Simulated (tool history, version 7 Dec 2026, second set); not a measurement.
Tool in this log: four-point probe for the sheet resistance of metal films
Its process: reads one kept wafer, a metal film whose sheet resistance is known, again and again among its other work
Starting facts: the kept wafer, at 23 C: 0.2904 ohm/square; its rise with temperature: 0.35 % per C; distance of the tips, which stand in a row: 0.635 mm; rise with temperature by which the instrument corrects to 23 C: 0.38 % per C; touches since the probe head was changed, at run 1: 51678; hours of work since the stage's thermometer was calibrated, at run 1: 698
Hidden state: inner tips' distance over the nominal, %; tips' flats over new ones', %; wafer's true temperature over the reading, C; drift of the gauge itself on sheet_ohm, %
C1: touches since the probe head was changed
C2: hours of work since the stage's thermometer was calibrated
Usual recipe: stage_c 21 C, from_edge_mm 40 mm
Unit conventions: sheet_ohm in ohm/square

{"run": 1, "day": 0.0, "stage_c": 21, "from_edge_mm": 40, "C1": 51678, "C2": 698, "sheet_ohm": 0.290713}
{"run": 2, "day": 2.321, "stage_c": 21, "from_edge_mm": 40, "C1": 52896, "C2": 730, "sheet_ohm": 0.29065}
{"run": 3, "day": 4.383, "stage_c": 29, "from_edge_mm": 40, "C1": 53982, "C2": 759, "sheet_ohm": 0.289845}
{"run": 4, "day": 6.592, "stage_c": 21, "from_edge_mm": 8, "C1": 55141, "C2": 789, "sheet_ohm": 0.291566}
{"run": 5, "day": 8.804, "stage_c": 21, "from_edge_mm": 8, "C1": 56304, "C2": 820, "sheet_ohm": 0.29141}
{"run": 6, "day": 10.771, "stage_c": 21, "from_edge_mm": 8, "C1": 57339, "C2": 847, "sheet_ohm": 0.291606}
{"run": 7, "day": 12.725, "stage_c": 25, "from_edge_mm": 40, "C1": 58364, "C2": 874, "sheet_ohm": 0.290252}
{"run": 8, "day": 15.238, "stage_c": 21, "from_edge_mm": 40, "C1": 59686, "C2": 909, "sheet_ohm": 0.290538}
{"day": 17.221, "done": "new probe head fitted"}
{"run": 9, "day": 17.512, "stage_c": 21, "from_edge_mm": 40, "C1": 153, "C2": 940, "sheet_ohm": 0.290636}
{"run": 10, "day": 18.704, "stage_c": 21, "from_edge_mm": 40, "C1": 778, "C2": 956, "sheet_ohm": 0.290615}
{"run": 11, "day": 21.4, "stage_c": 21, "from_edge_mm": 40, "C1": 2195, "C2": 994, "sheet_ohm": 0.290599}
{"run": 12, "day": 23.496, "stage_c": 21, "from_edge_mm": 40, "C1": 3297, "C2": 1023, "sheet_ohm": 0.290652}
{"run": 13, "day": 24.796, "stage_c": 32, "from_edge_mm": 40, "C1": 3980, "C2": 1041, "sheet_ohm": 0.289626}
{"run": 14, "day": 26.788, "stage_c": 19, "from_edge_mm": 41, "C1": 5027, "C2": 1068, "sheet_ohm": 0.29087}
{"run": 15, "day": 28.842, "stage_c": 19, "from_edge_mm": 41, "C1": 6107, "C2": 1097, "sheet_ohm": 0.290831}
{"run": 16, "day": 31.104, "stage_c": 34, "from_edge_mm": 22, "C1": 7294, "C2": 1128, "sheet_ohm": 0.289636}
{"run": 17, "day": 32.638, "stage_c": 34, "from_edge_mm": 22, "C1": 8102, "C2": 1150, "sheet_ohm": 0.28965}
{"run": 18, "day": 35.55, "stage_c": 18, "from_edge_mm": 3, "C1": 9632, "C2": 1190, "sheet_ohm": 0.297744}
{"run": 19, "day": 37.662, "stage_c": 20, "from_edge_mm": 17, "C1": 10742, "C2": 1219, "sheet_ohm": 0.290859}

Expected results for the next run?
{"run": 20, "day": 39.525, "stage_c": 33, "from_edge_mm": 37, "C1": 11721, "C2": 1245, "sheet_ohm": "?"}

sheet_ohm: 0.289710 ohm/square
If the tool had no hidden condition, the same run with the same run-to-run variation would have returned sheet_ohm 0.289705 ohm/square.

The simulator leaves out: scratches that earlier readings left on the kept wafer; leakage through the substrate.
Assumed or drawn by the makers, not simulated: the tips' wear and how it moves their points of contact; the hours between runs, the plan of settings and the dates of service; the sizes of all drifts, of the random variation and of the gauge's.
